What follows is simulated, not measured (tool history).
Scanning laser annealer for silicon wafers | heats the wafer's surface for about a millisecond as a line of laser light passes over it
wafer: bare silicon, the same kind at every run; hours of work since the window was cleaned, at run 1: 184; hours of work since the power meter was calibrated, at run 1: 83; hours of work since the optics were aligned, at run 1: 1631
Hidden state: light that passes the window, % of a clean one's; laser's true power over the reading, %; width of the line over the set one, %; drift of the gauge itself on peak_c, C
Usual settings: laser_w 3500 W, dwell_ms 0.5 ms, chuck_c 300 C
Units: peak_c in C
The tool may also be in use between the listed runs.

run,hour,laser_w,dwell_ms,chuck_c,hours of work since the window was cleaned,hours of work since the power meter was calibrated,hours of work since the optics were aligned,peak_c
1,0,3500,0.5,300,184,83,1631,1023
2,15,3500,0.615,300,191,90,1638,1088
# hour 23.5: optics aligned, line set to its width
3,34.1,3500,0.615,300,198,97,5,1089
4,45.8,3500,0.615,300,203,102,10,1087
5,61.8,3109,0.5,300,211,110,18,925
6,70.7,3109,0.5,300,215,114,22,923
7,82.5,3109,0.5,300,220,119,28,922
8,90.1,3109,0.5,300,224,123,31,925
9,107,3443,0.5,300,232,131,39,1011
10,122.3,3500,0.5,300,239,138,46,1020
11,131.4,3500,0.5,300,243,142,50,1022
12,144.3,3704,0.48,272,249,148,56,1031
13,153.7,3704,0.48,272,254,153,61,1034
14,163.8,3392,0.469,271,258,157,65,950
15,171.2,3392,0.469,271,262,161,69,945
16,181.1,3706,0.396,279,266,165,74,980
17,198.1,3500,0.522,324,274,173,81,1060
18,208.7,3500,0.522,324,279,178,86,1060
19,221.5,3347,0.47,300,285,184,92,965
20,238.9,3069,0.461,300,293,192,101,891
21,252.4,3111,0.368,322,300,199,107,868
22,267.3,3500,0.395,300,307,206,114,951

5 ways to go on from here, each from the tool as it stands after run 22. What would each give?
A,275.8,3500,0.491,300,311,210,118,?
B,275.8,3798,0.426,300,311,210,118,?
C,275.8,3500,0.395,312,311,210,118,?
D,275.8,3500,0.5,282,311,210,118,?
E,275.8,3500,0.474,300,311,210,118,?

run,peak_c
A,1014
B,1046
C,961
D,1004
E,1008
Without the tool's hidden state the same runs would have given:
run,peak_c
A,1016
B,1048
C,963
D,1006
E,1010
